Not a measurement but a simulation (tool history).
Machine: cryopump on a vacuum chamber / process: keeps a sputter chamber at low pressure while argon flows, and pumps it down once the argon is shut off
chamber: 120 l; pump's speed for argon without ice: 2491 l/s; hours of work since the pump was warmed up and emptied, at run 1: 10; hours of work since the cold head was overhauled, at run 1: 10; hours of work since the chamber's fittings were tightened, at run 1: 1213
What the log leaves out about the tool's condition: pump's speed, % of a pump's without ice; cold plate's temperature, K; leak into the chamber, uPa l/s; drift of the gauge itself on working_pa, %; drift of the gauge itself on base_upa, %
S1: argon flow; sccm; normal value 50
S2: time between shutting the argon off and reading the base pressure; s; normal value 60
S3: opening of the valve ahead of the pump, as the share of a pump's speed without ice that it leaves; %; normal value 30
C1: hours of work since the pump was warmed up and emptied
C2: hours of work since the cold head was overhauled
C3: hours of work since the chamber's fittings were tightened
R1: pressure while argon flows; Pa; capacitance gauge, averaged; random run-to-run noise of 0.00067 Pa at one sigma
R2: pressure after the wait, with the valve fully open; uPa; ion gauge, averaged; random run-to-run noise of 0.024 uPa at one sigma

run    hour  S1   S2  S3   C1   C2    C3      R1    R2
  1       0  50   60  30   10   10  1213  0.1144  1.96
  2    47.2  50   60  30   45   45  1247  0.1146  2.12
  3    90.1  50   60  30   76   76  1279  0.1159  2.15
  4   119.3  50   60  30   98   98  1300  0.1146  2.15
  5   159.1  50   60  30  127  127  1330   0.115  2.18
  6     189  50   60  30  149  149  1352  0.1168  2.32
  7   220.8  50   47  30  172  172  1375  0.1172  2.42
  8   268.1  50   47  30  207  207  1410  0.1171  2.55
  9   291.7  42   60  30  225  225  1427  0.0991   2.3
 10   342.8  50   60  30  262  262  1465  0.1192   2.4
 11   378.7  50   60  27  289  289  1491  0.1311  2.49
 12   426.5  50   60  27  324  324  1526  0.1333  2.63
 13   472.2  50   60  27  357  357  1560  0.1323  2.69
 14   511.1  50   60  27  386  386  1588  0.1343  2.73
 15   547.8  50   60  27  413  413  1615  0.1353  2.86
 16   580.4  50   60  27  437  437  1639  0.1353  2.81
      617.4  -- leaking fittings of the chamber tightened, without venting
 17   635.7  50   60  27  476  476    13  0.1365  0.92
      673.6  -- pump warmed up, emptied and cooled again
 18   692.9  50   60  27   14  515    52  0.1251   0.9
 19   742.8  26   47  27   51  551    89  0.0667  1.18
 20   781.8  26   47  27   80  580   117  0.0662  1.14
 21   810.7  50   21  30  101  601   139  0.1152  2.31
 22   857.1  49   60  23  135  635   173  0.1467  1.03
 23   912.3  50   60  42  176  676   213  0.0837  1.06
 24   943.5  80  282  51  199  699   236  0.1117  0.51
 25   993.3  80  282  51  235  736   273  0.1139  0.56
 26  1021.6  80  282  51  256  756   294  0.1158  0.57

Measured minus without-hidden-state, run by run (identical run-to-run variation in each term; gauge scatter may differ):
run       R1     R2
  1  +0.0006  +1.12
  2  +0.0012  +1.23
  3  +0.0018  +1.27
  4  +0.0021   +1.3
  5  +0.0027  +1.33
  6  +0.0031  +1.44
  7  +0.0036  +1.39
  8  +0.0043  +1.49
  9  +0.0039  +1.48
 10  +0.0056  +1.57
 11  +0.0062  +1.63
 12  +0.0071  +1.74
 13  +0.0078  +1.82
 14  +0.0086  +1.87
 15  +0.0094  +1.99
 16  +0.0101  +1.97
 17  +0.0113  +0.07
 18  +0.0006  +0.06
 19  +0.0006  +0.09
 20  +0.0009  +0.12
 21  +0.0022  +0.13
 22  +0.0028  +0.17
 23  +0.0036  +0.22
 24  +0.0064  +0.26
 25  +0.0077  +0.29
 26  +0.0086  +0.33

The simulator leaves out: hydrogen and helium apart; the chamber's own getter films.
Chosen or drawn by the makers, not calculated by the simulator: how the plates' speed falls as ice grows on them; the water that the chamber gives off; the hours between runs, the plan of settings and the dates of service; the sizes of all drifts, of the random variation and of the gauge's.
